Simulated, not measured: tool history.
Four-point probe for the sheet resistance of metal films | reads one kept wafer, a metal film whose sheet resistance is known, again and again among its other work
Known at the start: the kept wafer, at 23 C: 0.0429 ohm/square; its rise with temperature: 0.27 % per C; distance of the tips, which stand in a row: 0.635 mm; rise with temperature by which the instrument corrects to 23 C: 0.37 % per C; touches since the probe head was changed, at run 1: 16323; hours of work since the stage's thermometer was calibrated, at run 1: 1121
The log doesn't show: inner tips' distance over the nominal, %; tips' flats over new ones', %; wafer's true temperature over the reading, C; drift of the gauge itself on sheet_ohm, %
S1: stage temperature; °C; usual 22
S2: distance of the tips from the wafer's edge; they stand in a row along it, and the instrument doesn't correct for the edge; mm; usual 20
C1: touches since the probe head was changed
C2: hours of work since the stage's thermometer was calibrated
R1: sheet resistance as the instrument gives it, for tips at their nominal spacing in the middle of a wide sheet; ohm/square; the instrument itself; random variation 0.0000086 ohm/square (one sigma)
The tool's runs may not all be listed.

run,hour,S1,S2,C1,C2,R1
1,0,22,20,16323,1121,0.043139
2,18.6,22,20,16779,1135,0.043137
3,32.9,22,20,17130,1146,0.043122
4,49.8,22,20,17545,1159,0.043168
5,72,22,20,18090,1176,0.043149
6,85.3,22,20,18414,1187,0.043155
7,108.2,29,20,18977,1204,0.042871
# hour 109.9: stage's thermometer calibrated
8,134.8,29,20,19617,19,0.042902
9,159.4,29,8,20219,38,0.04302
10,179.6,26,60,20715,54,0.043005
11,192.2,26,60,21024,64,0.042996
12,203.2,30,73,21295,72,0.042839
13,227.1,30,70,21879,90,0.042856

Some steps in R1 between neighbouring runs. How much of each would the tool show without its hidden state too (settings, what came in, random variation), and how much is left for the hidden state, with any gauge scatter that isn't in both results?
Run 6 -> 7: S1 22 -> 29. R1 -0.000284 ohm/square: hidden state +0.000002, all else -0.000286.
Run 7 -> 8: stage's thermometer calibrated. R1 +0.000031 ohm/square: hidden state +0.000021, all else +0.00001.
